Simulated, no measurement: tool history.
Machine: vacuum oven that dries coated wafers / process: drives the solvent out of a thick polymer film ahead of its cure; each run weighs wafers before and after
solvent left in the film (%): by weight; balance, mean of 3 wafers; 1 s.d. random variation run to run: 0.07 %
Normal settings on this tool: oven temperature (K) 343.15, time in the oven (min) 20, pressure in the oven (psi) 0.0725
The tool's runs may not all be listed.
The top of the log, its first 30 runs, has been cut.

run    hour  oven temperature (K)  time in the oven (min)  pressure in the oven (psi)  hours of work since the thermocouples were calibrated  hours of work since the vacuum gauge was cleaned of residue  solvent left in the film (%)
 31  1610.7                352.15                      20                      0.0725                                                     66                                                          188                          2.32
 32  1682.8                343.15                      18                      0.0424                                                     97                                                          218                          5.35
 33    1753                344.15                      33                      0.0424                                                    126                                                          248                          1.83
 34  1808.2                339.15                      13                      0.0718                                                    150                                                          271                          8.84
 35  1856.1                337.15                      17                      0.0471                                                    170                                                          292                          7.82
 36  1909.2                352.15                      15                      0.0632                                                    193                                                          314                          3.89
 37  1979.5                330.15                      20                      0.2544                                                    222                                                          344                          9.91
 38  2024.9                358.15                      25                      0.1018                                                    242                                                          363                          0.68
 39  2095.5                358.15                      25                      0.1018                                                    271                                                          393                          0.86
 40  2154.8                358.15                      25                      0.1018                                                    297                                                          418                          0.83
 41  2191.9                343.15                      25                       0.045                                                    312                                                          434                          3.43
 42  2230.3                352.15                      20                      0.0725                                                    329                                                          450                          2.45
 43  2284.8                352.15                      20                      0.0725                                                    352                                                          473                          2.46
 44  2332.2                352.15                      20                      0.0725                                                    372                                                          493                          2.43
 45  2394.6                342.15                      10                       0.073                                                    398                                                          520                          9.61
 46  2428.3                339.15                      20                      0.2228                                                    412                                                          534                          6.98

5 options for the next run, each taken on its own from the tool as it stands now. Forecast them:
  A  2489.2                355.15                      20                      0.0725                                                    438                                                          560                             ?
  B  2489.2                339.15                      23                      0.2228                                                    438                                                          560                             ?
  C  2489.2                344.15                      20                      0.1131                                                    438                                                          560                             ?
  D  2489.2                356.15                      20                      0.0978                                                    438                                                          560                             ?
  E  2489.2                346.15                      10                      0.0731                                                    438                                                          560                             ?

run  solvent left in the film (%)
  A                          1.74
  B                          6.12
  C                          4.79
  D                          1.66
  E                          8.28
The same runs, with their run-to-run variation unchanged, on a tool lacking any hidden condition would have given:
run  solvent left in the film (%)
  A                          1.61
  B                          5.88
  C                           4.6
  D                          1.53
  E                          8.11
